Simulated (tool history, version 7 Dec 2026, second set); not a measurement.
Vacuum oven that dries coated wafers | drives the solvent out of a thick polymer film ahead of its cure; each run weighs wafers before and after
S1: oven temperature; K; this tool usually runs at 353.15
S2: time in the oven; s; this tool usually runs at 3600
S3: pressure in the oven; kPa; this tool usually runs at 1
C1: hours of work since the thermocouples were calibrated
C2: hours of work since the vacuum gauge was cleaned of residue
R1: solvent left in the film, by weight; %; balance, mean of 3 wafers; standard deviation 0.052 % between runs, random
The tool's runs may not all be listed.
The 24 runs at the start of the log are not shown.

run 25 hour=584.5 | S1=353.15 S2=4260 S3=0.97 | C1=131 C2=1029 | R1=1.25
run 26 hour=604.6 | S1=353.15 S2=4260 S3=0.97 | C1=146 C2=1044 | R1=1.2
run 27 hour=632.1 | S1=353.15 S2=2280 S3=2.45 | C1=167 C2=1065 | R1=4.17
run 28 hour=651.7 | S1=353.15 S2=2280 S3=2.45 | C1=181 C2=1079 | R1=4.19
run 29 hour=679.5 | S1=353.15 S2=2280 S3=3.97 | C1=202 C2=1100 | R1=4.84
run 30 hour=713.6 | S1=359.15 S2=2760 S3=3.97 | C1=227 C2=1125 | R1=2.46
run 31 hour=740.5 | S1=359.15 S2=6060 S3=2.63 | C1=247 C2=1145 | R1=1.19
run 32 hour=770.8 | S1=343.15 S2=5100 S3=0.51 | C1=270 C2=1168 | R1=2.54
run 33 hour=790.1 | S1=343.15 S2=5100 S3=0.51 | C1=284 C2=1182 | R1=2.49
run 34 hour=817.5 | S1=353.15 S2=3660 S3=1 | C1=305 C2=1203 | R1=1.66
run 35 hour=832.5 | S1=353.15 S2=4080 S3=2.82 | C1=316 C2=1214 | R1=2.33
run 36 hour=858.6 | S1=363.15 S2=3600 S3=1 | C1=335 C2=1233 | R1=0.72

4 ways to go on from here, each from the tool as it stands after run 36. What would each give?
run A hour=890.5 | S1=353.15 S2=3600 S3=3.04 | C1=359 C2=1257 | R1=?
run B hour=890.5 | S1=361.15 S2=3600 S3=1 | C1=359 C2=1257 | R1=?
run C hour=890.5 | S1=349.15 S2=4080 S3=1 | C1=359 C2=1257 | R1=?
run D hour=890.5 | S1=363.15 S2=3600 S3=0.57 | C1=359 C2=1257 | R1=?

run=A R1=2.92
run=B R1=0.83
run=C R1=2.22
run=D R1=0.5
With the hidden condition removed and each run's random variation left untouched, the same runs would have given:
run=A R1=2.51
run=B R1=0.61
run=C R1=1.8
run=D R1=0.31
